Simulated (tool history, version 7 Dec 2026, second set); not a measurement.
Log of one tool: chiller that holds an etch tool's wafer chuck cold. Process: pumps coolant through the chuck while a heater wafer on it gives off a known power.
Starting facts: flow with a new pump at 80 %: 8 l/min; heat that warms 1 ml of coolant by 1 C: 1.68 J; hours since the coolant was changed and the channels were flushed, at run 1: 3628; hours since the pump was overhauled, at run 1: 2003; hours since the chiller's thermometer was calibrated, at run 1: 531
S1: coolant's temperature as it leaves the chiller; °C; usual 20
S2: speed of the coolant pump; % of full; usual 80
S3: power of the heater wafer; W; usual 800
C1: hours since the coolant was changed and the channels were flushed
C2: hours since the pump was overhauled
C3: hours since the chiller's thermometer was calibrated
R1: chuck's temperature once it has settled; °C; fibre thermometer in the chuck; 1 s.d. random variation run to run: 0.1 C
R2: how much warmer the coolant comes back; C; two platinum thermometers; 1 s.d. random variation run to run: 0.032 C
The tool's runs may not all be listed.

Run 1, hour 0: usual settings; C1 3628; C2 2003; C3 531. Result: R1 26.8 °C, R2 3.74 C.
Run 2, hour 74.9: usual settings; C1 3702; C2 2078; C3 605. Result: R1 26.9 °C, R2 3.82 C.
Run 3, hour 121.7: usual settings; C1 3749; C2 2125; C3 652. Result: R1 26.9 °C, R2 3.74 C.
At hour 173.6: coolant changed, channels flushed.
Run 4, hour 203.5: usual settings but S2 65 % of full; C1 30; C2 2201; C3 728. Result: R1 27.8 °C, R2 4.64 C.
Run 5, hour 253.9: usual settings; C1 80; C2 2251; C3 778. Result: R1 26.2 °C, R2 3.76 C.
Run 6, hour 310.8: usual settings but S1 11 °C; C1 137; C2 2308; C3 835. Result: R1 17.3 °C, R2 3.71 C.
Run 7, hour 389: usual settings but S1 15 °C; C1 215; C2 2386; C3 914. Result: R1 21.3 °C, R2 3.77 C.
Run 8, hour 448.2: usual settings but S1 15 °C, S3 867 W; C1 275; C2 2445; C3 973. Result: R1 21.9 °C, R2 4.1 C.
Run 9, hour 528.5: usual settings but S1 15 °C, S3 867 W; C1 355; C2 2526; C3 1053. Result: R1 21.9 °C, R2 4.13 C.
Run 10, hour 608.4: usual settings but S1 15 °C, S3 867 W; C1 435; C2 2605; C3 1133. Result: R1 21.8 °C, R2 4.2 C.
Run 11, hour 663.6: usual settings but S1 15 °C, S3 867 W; C1 490; C2 2661; C3 1188. Result: R1 22 °C, R2 4.13 C.
Run 12, hour 708.4: usual settings but S1 15 °C, S3 867 W; C1 535; C2 2706; C3 1233. Result: R1 21.9 °C, R2 4.15 C.
Run 13, hour 780.3: usual settings but S3 631 W; C1 607; C2 2777; C3 1305. Result: R1 24.9 °C, R2 3 C.
Run 14, hour 818: usual settings but S3 631 W; C1 644; C2 2815; C3 1343. Result: R1 25 °C, R2 2.99 C.
Run 15, hour 888.6: usual settings but S3 631 W; C1 715; C2 2886; C3 1413. Result: R1 24.7 °C, R2 3.01 C.
Run 16, hour 929.4: usual settings but S3 631 W; C1 756; C2 2927; C3 1454. Result: R1 24.9 °C, R2 3.06 C.

What does the tool deliver on the next run?
Run 17, hour 984.7: usual settings but S3 884 W; C1 811; C2 2982; C3 1509. Result: R1 ?, R2 ?.

{"run 17": {"R1": 26.9, "R2": 4.26}}
On a tool with no hidden condition, and with the same random variation, this run would have come out at R1 26.7 °C, R2 3.99 C.
